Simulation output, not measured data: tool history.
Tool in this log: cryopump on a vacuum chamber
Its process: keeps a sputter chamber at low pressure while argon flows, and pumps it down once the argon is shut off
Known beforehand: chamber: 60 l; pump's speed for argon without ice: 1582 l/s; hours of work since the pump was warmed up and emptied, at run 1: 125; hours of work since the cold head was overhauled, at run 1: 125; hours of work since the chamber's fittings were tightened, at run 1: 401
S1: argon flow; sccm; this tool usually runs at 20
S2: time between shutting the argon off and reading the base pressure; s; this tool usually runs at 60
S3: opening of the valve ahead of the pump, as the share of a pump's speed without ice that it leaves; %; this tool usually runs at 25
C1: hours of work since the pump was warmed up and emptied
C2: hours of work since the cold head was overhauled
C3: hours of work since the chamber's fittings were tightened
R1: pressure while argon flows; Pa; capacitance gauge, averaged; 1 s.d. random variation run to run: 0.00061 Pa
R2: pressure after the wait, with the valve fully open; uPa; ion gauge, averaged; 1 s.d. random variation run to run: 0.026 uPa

run,hour,S1,S2,S3,C1,C2,C3,R1,R2
1,0,20,60,25,125,125,401,0.0865,1.28
2,84.2,20,60,25,196,196,472,0.087,1.3
3,166.4,20,60,25,265,265,541,0.0866,1.42
4,253,17,60,25,338,338,614,0.0738,1.34
5,333.2,20,60,22,405,405,681,0.0987,1.37
6,418.3,20,60,48,477,477,753,0.0478,1.41
7,523.4,20,60,25,565,565,841,0.0884,1.45
8,610.9,20,139,25,639,639,915,0.0889,0.99
9,702.2,18,26,32,715,715,991,0.0647,2.67
10,775.8,9,239,19,777,777,1053,0.0519,0.89
11,884.3,22,66,59,868,868,1145,0.0453,1.56
12,1001.2,22,66,59,967,967,1243,0.0457,1.61
13,1108.4,27,107,17,1057,1057,1333,0.1785,1.35
14,1221.1,27,107,17,1151,1151,1428,0.1783,1.41
# hour 1237.3: pump warmed up, emptied and cooled again
15,1317.4,11,22,44,67,1228,1504,0.0269,3.24
16,1429.1,11,22,44,161,1322,1598,0.0275,3.35

Here are 3 independent what-if runs from the current tool condition. What would each one return?
A,1488,11,208,16,211,1372,1648,?,?
B,1488,20,28,21,211,1372,1648,?,?
C,1488,20,60,24,211,1372,1648,?,?

run,R1,R2
A,0.0751,1.11
B,0.103,2.69
C,0.0909,1.69
What these runs would have given with no unlogged condition in the tool:
run,R1,R2
A,0.0743,0.49
B,0.1016,2.08
C,0.0896,1.09
